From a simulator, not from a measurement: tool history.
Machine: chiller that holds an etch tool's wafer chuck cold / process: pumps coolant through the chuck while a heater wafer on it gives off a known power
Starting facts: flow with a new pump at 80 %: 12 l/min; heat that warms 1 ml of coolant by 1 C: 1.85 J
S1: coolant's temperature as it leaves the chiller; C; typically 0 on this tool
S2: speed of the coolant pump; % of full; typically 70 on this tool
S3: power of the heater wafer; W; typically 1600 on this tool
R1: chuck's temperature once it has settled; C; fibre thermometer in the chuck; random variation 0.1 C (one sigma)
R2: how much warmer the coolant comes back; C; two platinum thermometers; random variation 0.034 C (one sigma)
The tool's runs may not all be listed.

run    hour  S1  S2    S3    R1    R2
  1       0   0  70  1600  16.9  5.07
  2    71.9   0  70  1600    17  5.04
  3   157.3   0  70  1600  16.7  5.01
  4   258.2   0  70  1600  16.7  4.97
  5   313.2   0  70  1600  16.9     5
  6   405.8   0  70  1600  16.8  5.01
  7   508.9   0  70  1600    17  4.99
  8   590.4  -1  70  1600  15.8  5.02
  9   687.4   0  70  1600  16.7  5.03
 10   786.3   0  70  1600  16.7  5.01
 11   839.4   0  70  1600  16.7  5.03
 12   885.1   0  70  1600  16.8  4.96
 13   959.2  -2  81  2068  17.2   5.6
 14    1033  -3  87  2230  16.4  5.47
 15  1101.8  -5  81  1600   9.8  4.24
 16  1148.8   0  70  2367    25   7.4
 17  1239.8   0  70  2367    25  7.35
 18  1343.5   5  70  1269  18.4  3.96
 19  1419.4   2  91  1769  16.8  4.19
 20  1516.5  -9  79  1600   5.9  4.34
 21  1611.8   6  95  1600  18.9  3.56
 22  1693.6   7  67  1014  18.2  3.39
 23  1748.9   2  67  2143  25.4  7.04
 24  1849.8  -8  70   942   1.8   2.9

Here are 5 independent what-if runs from the current tool condition. What would each one return?
  A  1924.5  -5  70  1600   ?   ?
  B  1924.5  -9  70   942   ?   ?
  C  1924.5   0  71  1600   ?   ?
  D  1924.5   2  67  1127   ?   ?
  E  1924.5   3  79   918   ?   ?

run    R1    R2
  A  11.8  4.99
  B   0.8  2.98
  C  16.7  4.98
  D  14.4  3.74
  E  11.6  2.46
Stripped of hidden state, with their random variation kept, the same runs would have yielded:
run    R1    R2
  A  11.7  4.99
  B   0.8  2.98
  C  16.7  4.98
  D  14.3  3.74
  E  11.6  2.46

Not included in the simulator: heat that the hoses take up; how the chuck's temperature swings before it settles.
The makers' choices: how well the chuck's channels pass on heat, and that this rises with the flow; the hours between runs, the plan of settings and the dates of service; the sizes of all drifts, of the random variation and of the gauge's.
